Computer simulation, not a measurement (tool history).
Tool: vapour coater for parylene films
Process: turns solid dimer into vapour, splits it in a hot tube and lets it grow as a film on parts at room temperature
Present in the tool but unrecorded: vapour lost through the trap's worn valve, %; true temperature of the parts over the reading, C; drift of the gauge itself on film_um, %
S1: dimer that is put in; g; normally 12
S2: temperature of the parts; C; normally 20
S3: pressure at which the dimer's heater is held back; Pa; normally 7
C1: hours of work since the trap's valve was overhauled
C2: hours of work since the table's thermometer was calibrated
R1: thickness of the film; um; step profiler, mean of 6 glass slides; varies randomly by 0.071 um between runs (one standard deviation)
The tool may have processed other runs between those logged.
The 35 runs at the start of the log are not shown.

run    hour  S1  S2    S3   C1    C2     R1
 36  1632.8  12  18  7.53  127  1132   8.42
 37  1699.2  14  15  2.47  156  1162  14.08
 38  1751.9  14  15  2.47  179  1185  14.24
 39  1794.4  17  28   3.7  198  1204    8.9
 40  1848.4  12  23  4.01  222  1228   7.74
 41  1910.6  12  20  2.49  249  1255   9.67
 42    1967  12  20  2.49  274  1280   9.49
 43  1997.2  17  16     7  288  1293  12.57
 44  2049.1  17  16     7  311  1316  12.55
       2085  -- trap's valve overhauled
 45  2094.1  12  16  3.43    4  1334  11.59
 46  2153.2  12  20  2.56   30  1360  10.23
 47  2208.1  12  32   2.9   54  1385   5.91

Forecast each of these 3 alternatives for the next run:
  A  2242.7  12  24  5.58  70  1400   ?
  B  2242.7  12  16   7.5  70  1400   ?
  C  2242.7  12  30   2.9  70  1400   ?

run    R1
  A  7.13
  B  9.46
  C  6.33
Stripped of hidden state, with their random variation kept, the same runs would have yielded:
run     R1
  A   7.56
  B  10.04
  C   6.72
